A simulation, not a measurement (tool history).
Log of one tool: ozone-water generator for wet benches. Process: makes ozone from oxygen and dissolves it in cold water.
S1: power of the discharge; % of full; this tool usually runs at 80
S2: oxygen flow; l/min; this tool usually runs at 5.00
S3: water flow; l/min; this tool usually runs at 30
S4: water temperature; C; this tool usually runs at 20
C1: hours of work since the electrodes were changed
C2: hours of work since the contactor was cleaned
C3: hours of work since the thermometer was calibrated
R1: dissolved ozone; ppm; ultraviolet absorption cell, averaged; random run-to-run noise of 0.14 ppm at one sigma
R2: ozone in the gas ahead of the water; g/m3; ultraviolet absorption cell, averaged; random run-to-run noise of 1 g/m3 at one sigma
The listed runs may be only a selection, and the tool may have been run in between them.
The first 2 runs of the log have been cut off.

run   hour  S1    S2  S3  S4    C1    C2    C3    R1     R2
  3  100.8  80  5.00  30  15  1880  2561  4448  17.8  183.8
     112.8  -- water thermometer calibrated
  4  146.5  80  5.00  30  20  1910  2591    22  16.6  184.3
  5  232.6  80  5.00  30  20  1966  2647    78  16.8  183.1
  6  317.6  80  5.00  30  20  2022  2702   134  16.7  184.8
  7  361.5  80  5.00  30  20  2050  2731   162  16.6  183.0
  8  415.8  80  5.00  30  19  2086  2767   198  16.8  184.6
  9  498.1  80  5.00  30  19  2139  2820   251  16.8  184.6
 10  580.7  80  5.00  47  20  2193  2874   305  11.3  185.2
 11  634.9  80  5.00  30  20  2229  2910   341  16.7  183.2
 12  686.5  80  5.00  30  20  2262  2943   374  16.7  186.8
 13  761.4  80  5.00  30  12  2311  2992   423  18.3  185.2
 14  806.7  80  5.00  30  20  2341  3022   453  16.4  185.5
 15  858.5  80  5.00  30  20  2375  3055   487  16.4  184.3
 16  903.6  80  7.44  30  20  2404  3085   516  18.1  159.7
 17  982.6  80  7.44  30  20  2456  3136   568  17.9  159.7

What will run 18 give?
     1012.8  -- contactor cleaned
 18  1040.8  97  7.44  27  17  2491  18  603   ?   ?

{"run 18": {"R1": 24.0, "R2": 189.6}}
Without the tool's hidden state the same run would have given R1 24.0 ppm, R2 187.3 g/m3.
